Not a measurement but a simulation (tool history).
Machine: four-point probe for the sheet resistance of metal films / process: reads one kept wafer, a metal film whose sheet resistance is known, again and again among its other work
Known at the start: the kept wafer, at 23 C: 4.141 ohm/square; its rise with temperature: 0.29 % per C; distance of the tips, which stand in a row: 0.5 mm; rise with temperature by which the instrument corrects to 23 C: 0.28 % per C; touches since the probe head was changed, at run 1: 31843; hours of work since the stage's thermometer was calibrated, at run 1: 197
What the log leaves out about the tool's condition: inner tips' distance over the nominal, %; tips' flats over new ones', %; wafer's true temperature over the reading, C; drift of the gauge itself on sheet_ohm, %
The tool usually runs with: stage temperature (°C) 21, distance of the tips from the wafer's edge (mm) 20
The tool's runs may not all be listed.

run,day,stage temperature (°C),distance of the tips from the wafer's edge (mm),touches since the probe head was changed,hours of work since the stage's thermometer was calibrated,sheet resistance as the instrument gives it (ohm/square)
1,0.000,21,20,31843,197,4.112883
2,0.508,21,59,32599,205,4.110760
3,1.408,21,59,33940,220,4.111682
4,2.075,26,20,34927,231,4.114382
5,3.125,26,20,36494,249,4.112003
6,3.946,25,20,37715,263,4.112117
7,4.542,25,20,38598,273,4.111429
8,5.158,25,20,39517,283,4.111451
9,6.292,21,20,41206,302,4.110969
10,7.408,32,20,42865,321,4.112656
11,8.121,29,20,43929,333,4.112223
12,9.317,21,20,45703,353,4.110246
13,10.162,21,20,46966,367,4.110221
14,11.179,21,4,48476,384,4.143521
# day 11.275: stage's thermometer calibrated
15,11.812,21,4,49391,9,4.141854
16,12.704,21,20,50714,24,4.108755
17,13.433,21,20,51800,36,4.109964
18,14.550,21,12,53463,55,4.110767
19,15.250,21,12,54503,67,4.111311
20,16.158,21,12,55855,82,4.109806
21,17.138,21,20,57310,98,4.109504
22,18.354,33,25,59125,119,4.109163
# day 18.621: stage's thermometer calibrated, once more
23,19.138,35,8,60258,9,4.112144
24,19.996,23,14,61532,23,4.106613
25,21.058,23,14,63113,41,4.107312
26,22.062,29,56,64610,58,4.104566
27,22.692,27,6,65548,68,4.116858
28,23.646,23,24,66964,84,4.103103
29,24.838,30,54,68738,104,4.102574
30,25.404,19,6,69580,114,4.116832
31,26.008,24,9,70480,124,4.106486
32,27.221,24,9,72286,144,4.108246
33,28.229,24,9,73785,161,4.107831
34,29.417,21,35,75551,181,4.100897
35,30.392,21,7,77007,197,4.111052
36,31.567,21,17,78750,217,4.102015
37,32.454,21,17,80073,232,4.100578
38,33.442,21,23,81544,248,4.100430
39,34.554,28,12,83199,267,4.104215
40,35.704,29,11,84910,286,4.105910
41,36.354,32,5,85875,297,4.123173
42,37.450,25,9,87507,315,4.104929

For each run, the measured value with the value that run would have given without the tool's hidden condition subtracted. The run-to-run variation is shared by both, the gauge scatter possibly not:
run,sheet resistance as the instrument gives it (ohm/square)
1,-0.029286
2,-0.029406
3,-0.029678
4,-0.029920
5,-0.030215
6,-0.030465
7,-0.030652
8,-0.030855
9,-0.031171
10,-0.031573
11,-0.031796
12,-0.032068
13,-0.032316
14,-0.032868
15,-0.032813
16,-0.032853
17,-0.033101
18,-0.033471
19,-0.033702
20,-0.033933
21,-0.034248
22,-0.034723
23,-0.037179
24,-0.037373
25,-0.037708
26,-0.037992
27,-0.038275
28,-0.038412
29,-0.038792
30,-0.039044
31,-0.039133
32,-0.039541
33,-0.039835
34,-0.040123
35,-0.040490
36,-0.040782
37,-0.041043
38,-0.041358
39,-0.041770
40,-0.042131
41,-0.042519
42,-0.042631

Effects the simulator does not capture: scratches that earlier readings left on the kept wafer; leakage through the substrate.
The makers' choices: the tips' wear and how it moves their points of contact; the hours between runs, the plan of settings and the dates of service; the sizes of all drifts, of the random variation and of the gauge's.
